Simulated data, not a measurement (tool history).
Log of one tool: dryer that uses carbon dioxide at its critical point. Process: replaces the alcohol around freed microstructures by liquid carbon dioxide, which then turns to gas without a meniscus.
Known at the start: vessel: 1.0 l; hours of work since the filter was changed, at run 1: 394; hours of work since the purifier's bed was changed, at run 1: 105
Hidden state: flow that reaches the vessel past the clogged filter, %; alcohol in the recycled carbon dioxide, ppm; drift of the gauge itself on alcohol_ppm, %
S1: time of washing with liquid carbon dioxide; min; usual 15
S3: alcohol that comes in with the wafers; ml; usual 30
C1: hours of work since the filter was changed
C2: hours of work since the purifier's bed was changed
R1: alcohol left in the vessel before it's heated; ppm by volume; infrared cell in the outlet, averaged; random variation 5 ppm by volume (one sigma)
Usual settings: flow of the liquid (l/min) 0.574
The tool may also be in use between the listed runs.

Run 1, day 0: usual settings; C1 394; C2 105. Result: R1 48 ppm by volume.
Run 2, day 2.283: usual settings; C1 419; C2 131. Result: R1 53 ppm by volume.
Run 3, day 4.838: usual settings; C1 448; C2 159. Result: R1 78 ppm by volume.
Run 4, day 6.538: usual settings; C1 467; C2 178. Result: R1 75 ppm by volume.
Run 5, day 8.162: usual settings; C1 485; C2 197. Result: R1 83 ppm by volume.
At day 9.075: inlet filter changed.
Run 6, day 9.688: usual settings; C1 7; C2 213. Result: R1 61 ppm by volume.
Run 7, day 12.108: usual settings; C1 34; C2 240. Result: R1 56 ppm by volume.
Run 8, day 13.225: usual settings; C1 46; C2 253. Result: R1 68 ppm by volume.
Run 9, day 15.442: usual settings but flow of the liquid (l/min) 0.469; C1 71; C2 277. Result: R1 111 ppm by volume.
Run 10, day 17.721: usual settings but S3 117 ml; C1 97; C2 303. Result: R1 109 ppm by volume.
Run 11, day 19.483: usual settings but S3 117 ml; C1 116; C2 323. Result: R1 114 ppm by volume.
Run 12, day 21.642: usual settings but S3 117 ml; C1 140; C2 347. Result: R1 128 ppm by volume.
Run 13, day 22.908: usual settings but S3 29 ml; C1 155; C2 361. Result: R1 84 ppm by volume.
Run 14, day 24.108: usual settings but S1 9 min; C1 168; C2 374. Result: R1 403 ppm by volume.
Run 15, day 25.75: usual settings but S1 9 min; C1 186; C2 393. Result: R1 422 ppm by volume.
Run 16, day 27.608: usual settings but S1 9 min; C1 207; C2 413. Result: R1 419 ppm by volume.
Run 17, day 28.812: usual settings but S1 9 min; C1 220; C2 427. Result: R1 430 ppm by volume.
Run 18, day 30.95: usual settings but S1 16 min, flow of the liquid (l/min) 0.592; C1 244; C2 451. Result: R1 101 ppm by volume.
Run 19, day 32.808: usual settings but S1 14 min, flow of the liquid (l/min) 0.638; C1 265; C2 471. Result: R1 115 ppm by volume.
Run 20, day 34.971: usual settings but S1 23 min, flow of the liquid (l/min) 0.418, S3 79 ml; C1 289; C2 495. Result: R1 123 ppm by volume.
Run 21, day 37.362: usual settings but S1 23 min, flow of the liquid (l/min) 0.418, S3 79 ml; C1 316; C2 522. Result: R1 133 ppm by volume.
Run 22, day 39.017: usual settings but S1 17 min, flow of the liquid (l/min) 0.345, S3 41 ml; C1 334; C2 541. Result: R1 433 ppm by volume.
Run 23, day 41.379: usual settings but S1 13 min, flow of the liquid (l/min) 0.423, S3 88 ml; C1 361; C2 567. Result: R1 1106 ppm by volume.
Run 24, day 42.958: usual settings but flow of the liquid (l/min) 0.481; C1 378; C2 585. Result: R1 191 ppm by volume.
Run 25, day 45.538: usual settings but S3 56 ml; C1 407; C2 613. Result: R1 166 ppm by volume.
Run 26, day 47.375: usual settings but flow of the liquid (l/min) 0.411, S3 56 ml; C1 428; C2 634. Result: R1 565 ppm by volume.
Run 27, day 49.212: usual settings but flow of the liquid (l/min) 0.638, S3 56 ml; C1 448; C2 655. Result: R1 158 ppm by volume.
Run 28, day 50.888: usual settings but S1 13 min, flow of the liquid (l/min) 0.755, S3 56 ml; C1 467; C2 673. Result: R1 156 ppm by volume.
Run 29, day 52.154: usual settings but S1 13 min, flow of the liquid (l/min) 0.755, S3 56 ml; C1 481; C2 687. Result: R1 163 ppm by volume.
At day 53.338: inlet filter changed.
Run 30, day 53.85: usual settings but S1 13 min, flow of the liquid (l/min) 0.755, S3 56 ml; C1 6; C2 706. Result: R1 140 ppm by volume.
Run 31, day 56.296: usual settings but S1 13 min, flow of the liquid (l/min) 0.821, S3 42 ml; C1 33; C2 733. Result: R1 146 ppm by volume.
Run 32, day 58.062: usual settings but S1 9 min, flow of the liquid (l/min) 0.564, S3 20 ml; C1 53; C2 753. Result: R1 352 ppm by volume.

Hidden state at the last listed run before each entry between runs and at the first one after, where it differs:
Between runs 5 and 6: inlet filter changed (day 9.075)
  flow that reaches the vessel past the clogged filter, %: 81.6 -> 99.6; alcohol in the recycled carbon dioxide, ppm: 43.3 -> 46.1
  measured less the result without the state, R1: +69 -> +41 ppm by volume
Between runs 29 and 30: inlet filter changed (day 53.338)
  flow that reaches the vessel past the clogged filter, %: 82.6 -> 99.7; alcohol in the recycled carbon dioxide, ppm: 132.4 -> 135.9
  measured less the result without the state, R1: +148 -> +130 ppm by volume
